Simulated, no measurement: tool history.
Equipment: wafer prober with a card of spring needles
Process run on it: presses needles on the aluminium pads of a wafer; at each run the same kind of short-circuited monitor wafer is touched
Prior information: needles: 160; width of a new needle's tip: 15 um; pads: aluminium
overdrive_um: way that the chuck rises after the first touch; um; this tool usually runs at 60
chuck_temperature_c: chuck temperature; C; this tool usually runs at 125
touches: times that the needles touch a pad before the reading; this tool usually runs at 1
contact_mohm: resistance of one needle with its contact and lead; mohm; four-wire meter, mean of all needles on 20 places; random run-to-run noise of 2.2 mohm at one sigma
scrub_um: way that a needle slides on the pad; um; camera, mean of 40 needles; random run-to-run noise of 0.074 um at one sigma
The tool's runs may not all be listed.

{"run": 1, "hour": 0.0, "overdrive_um": 60, "chuck_temperature_c": 125, "touches": 1, "contact_mohm": 323, "scrub_um": 10.91}
{"hour": 3.7, "done": "tips cleaned on abrasive film"}
{"hour": 7.3, "done": "tips cleaned on abrasive film"}
{"hour": 11.8, "done": "tips cleaned on abrasive film"}
{"hour": 15.4, "done": "tips cleaned on abrasive film"}
{"run": 2, "hour": 17.1, "overdrive_um": 60, "chuck_temperature_c": 125, "touches": 1, "contact_mohm": 411, "scrub_um": 10.24}
{"hour": 19.7, "done": "tips cleaned on abrasive film"}
{"hour": 20.9, "done": "height of the first contact set anew"}
{"hour": 23.6, "done": "tips cleaned on abrasive film"}
{"hour": 27.3, "done": "tips cleaned on abrasive film"}
{"run": 3, "hour": 28.0, "overdrive_um": 60, "chuck_temperature_c": 125, "touches": 1, "contact_mohm": 308, "scrub_um": 11.6}
{"hour": 31.7, "done": "tips cleaned on abrasive film"}
{"hour": 36.1, "done": "tips cleaned on abrasive film"}
{"hour": 39.8, "done": "tips cleaned on abrasive film"}
{"run": 4, "hour": 42.3, "overdrive_um": 60, "chuck_temperature_c": 125, "touches": 1, "contact_mohm": 424, "scrub_um": 11.59}
{"hour": 44.2, "done": "tips cleaned on abrasive film"}
{"hour": 48.6, "done": "tips cleaned on abrasive film"}
{"hour": 52.8, "done": "tips cleaned on abrasive film"}
{"run": 5, "hour": 53.1, "overdrive_um": 50, "chuck_temperature_c": 125, "touches": 1, "contact_mohm": 314, "scrub_um": 9.61}
{"hour": 56.7, "done": "tips cleaned on abrasive film"}
{"hour": 61.1, "done": "tips cleaned on abrasive film"}
{"hour": 65.7, "done": "tips cleaned on abrasive film"}
{"run": 6, "hour": 66.7, "overdrive_um": 50, "chuck_temperature_c": 125, "touches": 1, "contact_mohm": 419, "scrub_um": 9.46}
{"hour": 69.5, "done": "tips cleaned on abrasive film"}
{"hour": 74.0, "done": "tips cleaned on abrasive film"}
{"hour": 78.5, "done": "tips cleaned on abrasive film"}
{"hour": 82.2, "done": "tips cleaned on abrasive film"}
{"run": 7, "hour": 84.3, "overdrive_um": 50, "chuck_temperature_c": 125, "touches": 1, "contact_mohm": 473, "scrub_um": 9.39}
{"hour": 86.1, "done": "tips cleaned on abrasive film"}
{"hour": 90.6, "done": "tips cleaned on abrasive film"}
{"hour": 92.5, "done": "tips cleaned on abrasive film, once more"}
{"hour": 96.2, "done": "tips cleaned on abrasive film"}
{"run": 8, "hour": 97.1, "overdrive_um": 60, "chuck_temperature_c": 125, "touches": 1, "contact_mohm": 352, "scrub_um": 11.17}
{"hour": 100.7, "done": "tips cleaned on abrasive film"}
{"hour": 104.3, "done": "tips cleaned on abrasive film"}
{"hour": 108.9, "done": "tips cleaned on abrasive film"}
{"run": 9, "hour": 112.3, "overdrive_um": 60, "chuck_temperature_c": 125, "touches": 1, "contact_mohm": 487, "scrub_um": 11.04}
{"hour": 113.3, "done": "tips cleaned on abrasive film"}
{"hour": 117.7, "done": "tips cleaned on abrasive film"}
{"hour": 121.4, "done": "tips cleaned on abrasive film"}
{"hour": 125.0, "done": "tips cleaned on abrasive film"}
{"hour": 128.7, "done": "tips cleaned on abrasive film"}
{"run": 10, "hour": 129.8, "overdrive_um": 60, "chuck_temperature_c": 125, "touches": 1, "contact_mohm": 375, "scrub_um": 11.06}
{"hour": 132.5, "done": "tips cleaned on abrasive film"}
{"hour": 136.9, "done": "tips cleaned on abrasive film"}
{"hour": 140.6, "done": "tips cleaned on abrasive film"}
{"run": 11, "hour": 140.6, "overdrive_um": 60, "chuck_temperature_c": 125, "touches": 1, "contact_mohm": 287, "scrub_um": 10.99}
{"hour": 144.2, "done": "tips cleaned on abrasive film"}
{"hour": 147.9, "done": "tips cleaned on abrasive film"}
{"hour": 152.4, "done": "tips cleaned on abrasive film"}
{"run": 12, "hour": 153.2, "overdrive_um": 60, "chuck_temperature_c": 125, "touches": 1, "contact_mohm": 333, "scrub_um": 10.92}
{"hour": 156.6, "done": "tips cleaned on abrasive film"}
{"hour": 161.1, "done": "tips cleaned on abrasive film"}
{"run": 13, "hour": 163.7, "overdrive_um": 60, "chuck_temperature_c": 125, "touches": 1, "contact_mohm": 479, "scrub_um": 10.84}
{"hour": 165.6, "done": "tips cleaned on abrasive film"}
{"hour": 170.0, "done": "tips cleaned on abrasive film"}
{"hour": 174.6, "done": "tips cleaned on abrasive film"}
{"hour": 178.3, "done": "tips cleaned on abrasive film"}
{"run": 14, "hour": 178.3, "overdrive_um": 60, "chuck_temperature_c": 42, "touches": 1, "contact_mohm": 264, "scrub_um": 10.79}
{"hour": 182.8, "done": "tips cleaned on abrasive film"}
{"hour": 186.4, "done": "tips cleaned on abrasive film"}
{"hour": 189.3, "done": "height of the first contact set anew"}
{"hour": 191.1, "done": "tips cleaned on abrasive film"}
{"run": 15, "hour": 194.0, "overdrive_um": 60, "chuck_temperature_c": 42, "touches": 1, "contact_mohm": 467, "scrub_um": 11.53}
{"hour": 195.0, "done": "tips cleaned on abrasive film"}
{"hour": 198.6, "done": "tips cleaned on abrasive film"}
{"hour": 203.2, "done": "tips cleaned on abrasive film"}
{"hour": 207.6, "done": "tips cleaned on abrasive film"}
{"run": 16, "hour": 207.6, "overdrive_um": 74, "chuck_temperature_c": 99, "touches": 3, "contact_mohm": 247, "scrub_um": 14.12}
{"hour": 212.2, "done": "tips cleaned on abrasive film"}
{"hour": 216.2, "done": "tips cleaned on abrasive film"}
{"run": 17, "hour": 216.2, "overdrive_um": 74, "chuck_temperature_c": 99, "touches": 3, "contact_mohm": 245, "scrub_um": 14.07}
{"hour": 219.8, "done": "tips cleaned on abrasive film"}
{"hour": 223.7, "done": "tips cleaned on abrasive film"}
{"run": 18, "hour": 223.7, "overdrive_um": 74, "chuck_temperature_c": 99, "touches": 3, "contact_mohm": 245, "scrub_um": 14.19}
{"hour": 228.1, "done": "tips cleaned on abrasive film"}
{"hour": 231.8, "done": "tips cleaned on abrasive film"}
{"run": 19, "hour": 233.5, "overdrive_um": 74, "chuck_temperature_c": 99, "touches": 3, "contact_mohm": 277, "scrub_um": 14.15}
{"hour": 236.3, "done": "tips cleaned on abrasive film"}
{"hour": 240.8, "done": "tips cleaned on abrasive film"}
{"hour": 245.2, "done": "tips cleaned on abrasive film"}
{"hour": 249.1, "done": "tips cleaned on abrasive film"}
{"run": 20, "hour": 249.1, "overdrive_um": 44, "chuck_temperature_c": 38, "touches": 1, "contact_mohm": 287, "scrub_um": 8.23}
{"hour": 253.5, "done": "tips cleaned on abrasive film"}
{"hour": 258.0, "done": "tips cleaned on abrasive film"}
{"hour": 261.7, "done": "tips cleaned on abrasive film"}
{"run": 21, "hour": 263.9, "overdrive_um": 44, "chuck_temperature_c": 38, "touches": 1, "contact_mohm": 664, "scrub_um": 8.05}
{"hour": 265.8, "done": "tips cleaned on abrasive film"}
{"hour": 270.1, "done": "tips cleaned on abrasive film"}
{"run": 22, "hour": 271.9, "overdrive_um": 70, "chuck_temperature_c": 39, "touches": 1, "contact_mohm": 377, "scrub_um": 12.88}
{"hour": 273.8, "done": "tips cleaned on abrasive film"}
{"hour": 277.4, "done": "tips cleaned on abrasive film"}
{"run": 23, "hour": 281.0, "overdrive_um": 63, "chuck_temperature_c": 50, "touches": 1, "contact_mohm": 513, "scrub_um": 11.79}
{"hour": 282.0, "done": "tips cleaned on abrasive film"}
{"hour": 285.6, "done": "tips cleaned on abrasive film"}
{"run": 24, "hour": 289.1, "overdrive_um": 63, "chuck_temperature_c": 50, "touches": 2, "contact_mohm": 403, "scrub_um": 11.57}
{"hour": 290.1, "done": "tips cleaned on abrasive film"}
{"hour": 294.7, "done": "tips cleaned on abrasive film"}
{"run": 25, "hour": 296.8, "overdrive_um": 46, "chuck_temperature_c": 93, "touches": 1, "contact_mohm": 611, "scrub_um": 8.3}
{"hour": 298.7, "done": "tips cleaned on abrasive film"}
{"hour": 302.4, "done": "tips cleaned on abrasive film"}
{"hour": 306.9, "done": "tips cleaned on abrasive film"}
{"hour": 311.4, "done": "tips cleaned on abrasive film"}
{"hour": 315.0, "done": "tips cleaned on abrasive film"}
{"run": 26, "hour": 315.1, "overdrive_um": 60, "chuck_temperature_c": 42, "touches": 1, "contact_mohm": 279, "scrub_um": 10.82}
{"hour": 318.8, "done": "tips cleaned on abrasive film"}
{"hour": 323.4, "done": "tips cleaned on abrasive film"}
{"run": 27, "hour": 323.7, "overdrive_um": 74, "chuck_temperature_c": 42, "touches": 2, "contact_mohm": 257, "scrub_um": 13.65}

What if the next run were any one of these 3? Each begins from the tool's condition after run 27:
{"hour": 327.1, "done": "tips cleaned on abrasive film"}
{"hour": 330.7, "done": "tips cleaned on abrasive film"}
{"run": "A", "hour": 333.9, "overdrive_um": 74, "chuck_temperature_c": 33, "touches": 1, "contact_mohm": "?", "scrub_um": "?"}
{"hour": 327.1, "done": "tips cleaned on abrasive film"}
{"hour": 330.7, "done": "tips cleaned on abrasive film"}
{"run": "B", "hour": 333.9, "overdrive_um": 69, "chuck_temperature_c": 42, "touches": 2, "contact_mohm": "?", "scrub_um": "?"}
{"hour": 327.1, "done": "tips cleaned on abrasive film"}
{"hour": 330.7, "done": "tips cleaned on abrasive film"}
{"run": "C", "hour": 333.9, "overdrive_um": 74, "chuck_temperature_c": 42, "touches": 3, "contact_mohm": "?", "scrub_um": "?"}

run=A contact_mohm=428 scrub_um=13.44
run=B contact_mohm=376 scrub_um=12.56
run=C contact_mohm=300 scrub_um=13.42
The same runs, with their run-to-run variation unchanged, on a tool lacking any hidden condition would have given:
run=A contact_mohm=216 scrub_um=14.20
run=B contact_mohm=226 scrub_um=13.32
run=C contact_mohm=219 scrub_um=14.19
